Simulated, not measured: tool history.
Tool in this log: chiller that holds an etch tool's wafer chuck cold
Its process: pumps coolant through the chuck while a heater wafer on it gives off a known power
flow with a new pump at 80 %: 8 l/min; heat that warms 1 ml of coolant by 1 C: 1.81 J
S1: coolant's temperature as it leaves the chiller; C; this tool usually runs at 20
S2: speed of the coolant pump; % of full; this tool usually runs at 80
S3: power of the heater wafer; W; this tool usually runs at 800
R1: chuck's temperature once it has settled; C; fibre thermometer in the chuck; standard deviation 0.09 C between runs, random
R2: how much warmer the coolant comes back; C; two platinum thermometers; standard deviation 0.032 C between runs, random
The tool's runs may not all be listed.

| run | day | S1 | S2 | S3 | R1 | R2 |
|---|---|---|---|---|---|---|
| 1 | 0 | 20 | 80 | 800 | 27.06 | 3.52 |
| 2 | 4.192 | 20 | 80 | 800 | 27.34 | 3.5 |
| 3 | 7.542 | 20 | 80 | 800 | 27.1 | 3.58 |
| 4 | 10.462 | 20 | 80 | 800 | 27.22 | 3.47 |
|  | 10.883 | chiller's thermometer calibrated |
| 5 | 14.492 | 20 | 80 | 800 | 27.05 | 3.55 |
| 6 | 18.892 | 15 | 99 | 800 | 20.79 | 2.81 |
| 7 | 22.354 | 20 | 70 | 842 | 28.4 | 4.33 |
| 8 | 24.204 | 20 | 70 | 842 | 28.37 | 4.3 |
| 9 | 27.746 | 20 | 70 | 842 | 28.62 | 4.37 |
| 10 | 31.45 | 20 | 70 | 842 | 28.35 | 4.33 |

4 options for the next run, each taken on its own from the tool as it stands now. Forecast them:
| A | 34.071 | 13 | 70 | 633 | ? | ? |
| B | 34.071 | 20 | 70 | 482 | ? | ? |
| C | 34.071 | 20 | 72 | 842 | ? | ? |
| D | 34.071 | 10 | 80 | 424 | ? | ? |

| run | R1 | R2 |
|---|---|---|
| A | 19.41 | 3.31 |
| B | 24.93 | 2.55 |
| C | 28.32 | 4.25 |
| D | 13.99 | 1.91 |
With the hidden condition removed and each run's random variation left untouched, the same runs would have given:
| run | R1 | R2 |
|---|---|---|
| A | 18.47 | 3.05 |
| B | 24.21 | 2.35 |
| C | 27.08 | 3.92 |
| D | 13.43 | 1.76 |
